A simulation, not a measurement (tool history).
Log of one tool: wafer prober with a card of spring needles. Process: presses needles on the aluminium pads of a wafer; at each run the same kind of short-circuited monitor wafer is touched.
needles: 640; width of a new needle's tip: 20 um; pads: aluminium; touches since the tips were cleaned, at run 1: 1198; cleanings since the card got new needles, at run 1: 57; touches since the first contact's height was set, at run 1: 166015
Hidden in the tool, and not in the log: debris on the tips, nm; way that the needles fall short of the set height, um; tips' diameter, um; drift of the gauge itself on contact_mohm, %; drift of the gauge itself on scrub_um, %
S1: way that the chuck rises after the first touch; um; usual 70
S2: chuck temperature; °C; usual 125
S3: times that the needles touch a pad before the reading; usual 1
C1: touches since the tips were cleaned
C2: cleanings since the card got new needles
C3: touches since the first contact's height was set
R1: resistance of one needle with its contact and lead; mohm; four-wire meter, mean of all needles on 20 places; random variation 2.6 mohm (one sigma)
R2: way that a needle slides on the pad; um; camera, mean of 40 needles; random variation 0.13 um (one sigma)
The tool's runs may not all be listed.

run 1 hour=0.0 | S1=70 S2=125 S3=1 | C1=1198 C2=57 C3=166015 | R1=294 R2=15.57
-- hour=3.2 tips cleaned on abrasive film
-- hour=7.4 tips cleaned on abrasive film
-- hour=12.6 tips cleaned on abrasive film
-- hour=16.8 tips cleaned on abrasive film
run 2 hour=17.1 | S1=70 S2=125 S3=1 | C1=206 C2=61 C3=176285 | R1=290 R2=15.26
-- hour=21.3 tips cleaned on abrasive film
-- hour=25.5 tips cleaned on abrasive film
-- hour=30.7 tips cleaned on abrasive film
-- hour=34.9 tips cleaned on abrasive film
-- hour=39.1 tips cleaned on abrasive film
-- hour=44.4 tips cleaned on abrasive film
run 3 hour=46.8 | S1=70 S2=125 S3=1 | C1=1506 C2=67 C3=194143 | R1=292 R2=15.43
-- hour=49.0 tips cleaned on abrasive film
-- hour=54.2 tips cleaned on abrasive film
-- hour=58.4 tips cleaned on abrasive film
-- hour=63.6 tips cleaned on abrasive film
-- hour=67.8 tips cleaned on abrasive film
-- hour=73.0 tips cleaned on abrasive film
run 4 hour=73.0 | S1=70 S2=116 S3=1 | C1=8 C2=73 C3=209876 | R1=292 R2=15.36
-- hour=78.2 tips cleaned on abrasive film
-- hour=82.4 tips cleaned on abrasive film
-- hour=87.7 tips cleaned on abrasive film
-- hour=92.9 tips cleaned on abrasive film
-- hour=97.1 tips cleaned on abrasive film
run 5 hour=97.2 | S1=70 S2=125 S3=2 | C1=78 C2=78 C3=224400 | R1=292 R2=15.39
-- hour=101.4 tips cleaned on abrasive film
-- hour=105.6 tips cleaned on abrasive film
-- hour=109.8 tips cleaned on abrasive film
-- hour=114.0 tips cleaned on abrasive film
-- hour=119.2 tips cleaned on abrasive film
run 6 hour=121.2 | S1=70 S2=125 S3=2 | C1=1229 C2=83 C3=238837 | R1=293 R2=15.45
-- hour=124.4 tips cleaned on abrasive film
-- hour=129.6 tips cleaned on abrasive film
-- hour=134.8 tips cleaned on abrasive film
-- hour=137.2 height of the first contact set anew
-- hour=139.3 tips cleaned on abrasive film
run 7 hour=140.9 | S1=70 S2=125 S3=2 | C1=934 C2=87 C3=2192 | R1=296 R2=15.32
-- hour=144.0 tips cleaned on abrasive film
-- hour=149.3 tips cleaned on abrasive film
-- hour=154.3 tips cleaned on abrasive film
run 8 hour=154.3 | S1=70 S2=125 S3=2 | C1=0 C2=90 C3=10272 | R1=295 R2=15.26
-- hour=158.5 tips cleaned on abrasive film
-- hour=162.7 tips cleaned on abrasive film
-- hour=167.9 tips cleaned on abrasive film
-- hour=172.4 tips cleaned on abrasive film
run 9 hour=172.4 | S1=73 S2=125 S3=1 | C1=0 C2=94 C3=21110 | R1=297 R2=16.01
-- hour=176.6 tips cleaned on abrasive film
-- hour=180.8 tips cleaned on abrasive film
-- hour=186.0 tips cleaned on abrasive film
-- hour=190.2 tips cleaned on abrasive film
-- hour=195.4 tips cleaned on abrasive film
-- hour=199.6 tips cleaned on abrasive film
run 10 hour=202.6 | S1=70 S2=43 S3=1 | C1=1815 C2=100 C3=39278 | R1=275 R2=15.44
-- hour=204.7 tips cleaned on abrasive film
-- hour=208.9 tips cleaned on abrasive film
-- hour=213.1 tips cleaned on abrasive film
run 11 hour=216.3 | S1=70 S2=89 S3=1 | C1=1977 C2=103 C3=47545 | R1=283 R2=15.41
-- hour=217.5 tips cleaned on abrasive film
-- hour=221.7 tips cleaned on abrasive film
-- hour=226.9 tips cleaned on abrasive film
-- hour=231.1 tips cleaned on abrasive film
-- hour=236.3 tips cleaned on abrasive film
run 12 hour=237.6 | S1=70 S2=89 S3=2 | C1=797 C2=108 C3=60293 | R1=285 R2=15.36
-- hour=240.8 tips cleaned on abrasive film
-- hour=246.0 tips cleaned on abrasive film
-- hour=251.2 tips cleaned on abrasive film
-- hour=256.5 tips cleaned on abrasive film
-- hour=260.6 tips cleaned on abrasive film
run 13 hour=263.2 | S1=70 S2=89 S3=2 | C1=1538 C2=113 C3=75667 | R1=280 R2=15.22
-- hour=265.3 tips cleaned on abrasive film
-- hour=270.5 tips cleaned on abrasive film
-- hour=274.7 tips cleaned on abrasive film
-- hour=279.9 tips cleaned on abrasive film
-- hour=285.2 tips cleaned on abrasive film
-- hour=289.4 tips cleaned on abrasive film
-- hour=294.4 tips cleaned on abrasive film
run 14 hour=294.4 | S1=70 S2=89 S3=2 | C1=0 C2=120 C3=94427 | R1=286 R2=15.22
-- hour=298.6 tips cleaned on abrasive film
-- hour=302.8 tips cleaned on abrasive film
-- hour=308.0 tips cleaned on abrasive film
-- hour=312.2 tips cleaned on abrasive film
-- hour=316.4 tips cleaned on abrasive film
run 15 hour=318.7 | S1=70 S2=89 S3=2 | C1=1385 C2=125 C3=109020 | R1=284 R2=15.23
-- hour=320.8 tips cleaned on abrasive film
-- hour=326.1 tips cleaned on abrasive film
-- hour=331.3 tips cleaned on abrasive film
-- hour=336.5 tips cleaned on abrasive film
-- hour=340.7 tips cleaned on abrasive film
run 16 hour=341.2 | S1=70 S2=89 S3=2 | C1=284 C2=130 C3=122515 | R1=282 R2=15.51
-- hour=345.4 tips cleaned on abrasive film
-- hour=350.6 tips cleaned on abrasive film
-- hour=354.8 tips cleaned on abrasive film
-- hour=360.0 tips cleaned on abrasive film
-- hour=365.2 tips cleaned on abrasive film
run 17 hour=368.0 | S1=57 S2=30 S3=1 | C1=1668 C2=135 C3=138649 | R1=273 R2=12.49
-- hour=370.1 tips cleaned on abrasive film
-- hour=375.3 tips cleaned on abrasive film
-- hour=379.5 tips cleaned on abrasive film
-- hour=383.7 tips cleaned on abrasive film
-- hour=388.9 tips cleaned on abrasive film
run 18 hour=391.2 | S1=62 S2=30 S3=2 | C1=1390 C2=140 C3=152617 | R1=267 R2=13.69
-- hour=393.4 tips cleaned on abrasive film
-- hour=398.6 tips cleaned on abrasive film
-- hour=403.8 tips cleaned on abrasive film
-- hour=408.0 tips cleaned on abrasive film
-- hour=413.2 tips cleaned on abrasive film
-- hour=418.4 tips cleaned on abrasive film
run 19 hour=420.7 | S1=59 S2=52 S3=2 | C1=1353 C2=146 C3=170324 | R1=272 R2=12.95
-- hour=422.8 tips cleaned on abrasive film
-- hour=428.0 tips cleaned on abrasive film
-- hour=433.2 tips cleaned on abrasive film
-- hour=438.5 tips cleaned on abrasive film
run 20 hour=439.1 | S1=72 S2=33 S3=2 | C1=412 C2=150 C3=181428 | R1=267 R2=15.88
-- hour=443.3 tips cleaned on abrasive film
-- hour=448.6 tips cleaned on abrasive film
-- hour=452.8 tips cleaned on abrasive film
-- hour=457.0 tips cleaned on abrasive film
-- hour=462.2 tips cleaned on abrasive film
run 21 hour=466.1 | S1=71 S2=47 S3=2 | C1=2390 C2=155 C3=197656 | R1=269 R2=15.33
-- hour=467.2 tips cleaned on abrasive film
-- hour=471.4 tips cleaned on abrasive film
-- hour=476.6 tips cleaned on abrasive film
-- hour=480.8 tips cleaned on abrasive film
-- hour=485.0 tips cleaned on abrasive film
run 22 hour=487.8 | S1=59 S2=108 S3=3 | C1=1693 C2=160 C3=210670 | R1=288 R2=12.98
-- hour=489.9 tips cleaned on abrasive film
-- hour=495.1 tips cleaned on abrasive film
-- hour=499.3 tips cleaned on abrasive film
run 23 hour=503.3 | S1=59 S2=108 S3=3 | C1=2412 C2=163 C3=220001 | R1=293 R2=13.00
-- hour=504.4 tips cleaned on abrasive film
-- hour=508.6 tips cleaned on abrasive film
-- hour=513.8 tips cleaned on abrasive film
-- hour=518.0 tips cleaned on abrasive film
-- hour=522.2 tips cleaned on abrasive film
-- hour=526.4 tips cleaned on abrasive film
-- hour=531.6 tips cleaned on abrasive film
run 24 hour=535.2 | S1=66 S2=29 S3=2 | C1=2216 C2=170 C3=239197 | R1=268 R2=14.36

Forecast each of these 5 alternatives for the next run:
-- hour=536.4 tips cleaned on abrasive film
-- hour=540.6 tips cleaned on abrasive film
-- hour=544.8 tips cleaned on abrasive film
run A hour=548.6 | S1=85 S2=125 S3=1 | C1=2362 C2=173 C3=247219 | R1=? R2=?
-- hour=536.4 tips cleaned on abrasive film
-- hour=540.6 tips cleaned on abrasive film
-- hour=544.8 tips cleaned on abrasive film
run B hour=548.6 | S1=71 S2=29 S3=3 | C1=2362 C2=173 C3=247219 | R1=? R2=?
-- hour=536.4 tips cleaned on abrasive film
-- hour=540.6 tips cleaned on abrasive film
-- hour=544.8 tips cleaned on abrasive film
run C hour=548.6 | S1=56 S2=38 S3=1 | C1=2362 C2=173 C3=247219 | R1=? R2=?
-- hour=536.4 tips cleaned on abrasive film
-- hour=540.6 tips cleaned on abrasive film
-- hour=544.8 tips cleaned on abrasive film
run D hour=548.6 | S1=66 S2=83 S3=3 | C1=2362 C2=173 C3=247219 | R1=? R2=?
-- hour=536.4 tips cleaned on abrasive film
-- hour=540.6 tips cleaned on abrasive film
-- hour=544.8 tips cleaned on abrasive film
run E hour=548.6 | S1=67 S2=40 S3=3 | C1=2362 C2=173 C3=247219 | R1=? R2=?

run=A R1=288 R2=18.62
run=B R1=264 R2=15.34
run=C R1=271 R2=12.04
run=D R1=279 R2=14.50
run=E R1=270 R2=14.44
Without the tool's hidden state the same runs would have given:
run=A R1=288 R2=18.63
run=B R1=264 R2=15.35
run=C R1=270 R2=12.05
run=D R1=279 R2=14.51
run=E R1=270 R2=14.45

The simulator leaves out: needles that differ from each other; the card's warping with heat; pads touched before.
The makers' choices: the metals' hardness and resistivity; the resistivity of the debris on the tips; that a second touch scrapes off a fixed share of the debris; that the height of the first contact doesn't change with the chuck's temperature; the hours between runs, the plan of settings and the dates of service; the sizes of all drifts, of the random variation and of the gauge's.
